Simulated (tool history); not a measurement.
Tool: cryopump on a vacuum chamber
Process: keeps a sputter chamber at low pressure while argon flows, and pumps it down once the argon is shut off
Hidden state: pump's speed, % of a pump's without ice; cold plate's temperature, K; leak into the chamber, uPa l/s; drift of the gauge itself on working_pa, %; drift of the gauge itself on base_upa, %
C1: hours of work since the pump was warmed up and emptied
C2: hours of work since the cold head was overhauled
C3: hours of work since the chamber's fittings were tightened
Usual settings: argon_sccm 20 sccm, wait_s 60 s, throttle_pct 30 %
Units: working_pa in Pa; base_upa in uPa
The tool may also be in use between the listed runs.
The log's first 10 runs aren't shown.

Run 11, hour 319.5: usual settings but argon_sccm 15 sccm; C1 599; C2 599; C3 2426. Result: working_pa 0.0551 Pa, base_upa 3.00 uPa.
Run 12, hour 350.2: usual settings; C1 616; C2 616; C3 2443. Result: working_pa 0.0737 Pa, base_upa 3.12 uPa.
Run 13, hour 375.8: usual settings; C1 631; C2 631; C3 2458. Result: working_pa 0.0739 Pa, base_upa 3.10 uPa.
Run 14, hour 396.6: usual settings but throttle_pct 34 %; C1 643; C2 643; C3 2471. Result: working_pa 0.0659 Pa, base_upa 3.16 uPa.
Run 15, hour 422.9: usual settings but throttle_pct 34 %; C1 659; C2 659; C3 2486. Result: working_pa 0.0661 Pa, base_upa 3.21 uPa.
Run 16, hour 441.9: usual settings but throttle_pct 34 %; C1 670; C2 670; C3 2497. Result: working_pa 0.0666 Pa, base_upa 3.14 uPa.
Run 17, hour 460.6: usual settings but throttle_pct 32 %; C1 681; C2 681; C3 2508. Result: working_pa 0.0699 Pa, base_upa 3.13 uPa.
Run 18, hour 496.5: usual settings but wait_s 133 s, throttle_pct 32 %; C1 702; C2 702; C3 2529. Result: working_pa 0.0705 Pa, base_upa 2.61 uPa.
Run 19, hour 523.9: usual settings but wait_s 133 s, throttle_pct 32 %; C1 718; C2 718; C3 2545. Result: working_pa 0.0702 Pa, base_upa 2.59 uPa.
Run 20, hour 559.5: usual settings but argon_sccm 12 sccm, wait_s 32 s; C1 738; C2 738; C3 2565. Result: working_pa 0.0446 Pa, base_upa 4.25 uPa.
Run 21, hour 593.7: usual settings but argon_sccm 12 sccm, wait_s 32 s; C1 758; C2 758; C3 2585. Result: working_pa 0.0445 Pa, base_upa 4.21 uPa.
Run 22, hour 632.8: usual settings but wait_s 115 s, throttle_pct 43 %; C1 781; C2 781; C3 2608. Result: working_pa 0.0540 Pa, base_upa 2.77 uPa.
Run 23, hour 657.2: usual settings but wait_s 115 s, throttle_pct 43 %; C1 795; C2 795; C3 2622. Result: working_pa 0.0542 Pa, base_upa 2.91 uPa.
Run 24, hour 687.9: usual settings but argon_sccm 39 sccm, wait_s 89 s, throttle_pct 32 %; C1 813; C2 813; C3 2640. Result: working_pa 0.1386 Pa, base_upa 2.93 uPa.

Forecast run 25:
Run 25, hour 717.6: usual settings but argon_sccm 28 sccm, wait_s 55 s, throttle_pct 54 %; C1 830; C2 830; C3 2657. Result: working_pa ?, base_upa ?.

{"run 25": {"working_pa": 0.062, "base_upa": 3.51}}
Without the tool's hidden state the same run would have given working_pa 0.0538 Pa, base_upa 1.33 uPa.
